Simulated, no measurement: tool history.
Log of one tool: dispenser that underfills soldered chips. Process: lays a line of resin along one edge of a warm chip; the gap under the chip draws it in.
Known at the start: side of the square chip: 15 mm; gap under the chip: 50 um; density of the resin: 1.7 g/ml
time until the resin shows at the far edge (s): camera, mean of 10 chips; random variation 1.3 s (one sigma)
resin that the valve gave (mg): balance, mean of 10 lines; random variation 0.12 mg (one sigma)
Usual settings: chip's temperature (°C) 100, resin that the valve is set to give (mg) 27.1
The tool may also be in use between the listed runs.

run,day,chip's temperature (°C),resin that the valve is set to give (mg),time until the resin shows at the far edge (s),resin that the valve gave (mg)
1,0.000,100,27.1,188.8,25.69
# day 0.092: new syringe of resin
2,0.296,100,27.1,157.8,25.60
# day 0.575: new syringe of resin
3,0.583,100,27.1,132.0,25.52
4,0.862,89,27.1,247.2,25.55
# day 1.062: new syringe of resin
5,1.317,108,27.1,133.8,25.20
# day 1.554: new syringe of resin
6,1.675,108,27.1,119.0,25.14
# day 2.058: new syringe of resin
7,2.133,100,29.4,143.6,27.23
# day 2.542: new syringe of resin
8,2.617,100,27.1,146.7,25.10
# day 3.029: new syringe of resin
9,3.062,100,27.1,136.7,24.78
10,3.300,100,31.4,164.9,28.60
# day 3.525: new syringe of resin
11,3.688,91,23.8,220.4,21.55
# day 4.004: new syringe of resin
12,4.204,112,26.9,113.8,24.16
# day 4.508: new syringe of resin
13,4.608,112,26.9,107.4,24.15
# day 4.996: new syringe of resin
14,5.054,88,25.2,214.6,22.27
# day 5.429: dispensing valve cleaned and set on the balance
15,5.458,90,32.5,256.4,32.69
# day 5.517: new syringe of resin
16,5.788,100,32.6,164.0,32.50

Forecast each of these 5 alternatives for the next run:
# day 6.012: new syringe of resin
A,6.254,113,30.2,?,?
# day 6.012: new syringe of resin
B,6.254,89,29.4,?,?
# day 6.012: new syringe of resin
C,6.254,96,33.0,?,?
# day 6.012: new syringe of resin
D,6.254,110,27.1,?,?
# day 6.012: new syringe of resin
E,6.254,113,30.1,?,?

run,time until the resin shows at the far edge (s),resin that the valve gave (mg)
A,112.6,29.82
B,228.6,29.06
C,180.0,32.36
D,124.6,26.78
E,111.5,29.63
Without the tool's hidden state the same runs would have given:
run,time until the resin shows at the far edge (s),resin that the valve gave (mg)
A,89.2,30.15
B,181.0,29.39
C,142.6,32.72
D,98.7,27.08
E,88.4,29.96
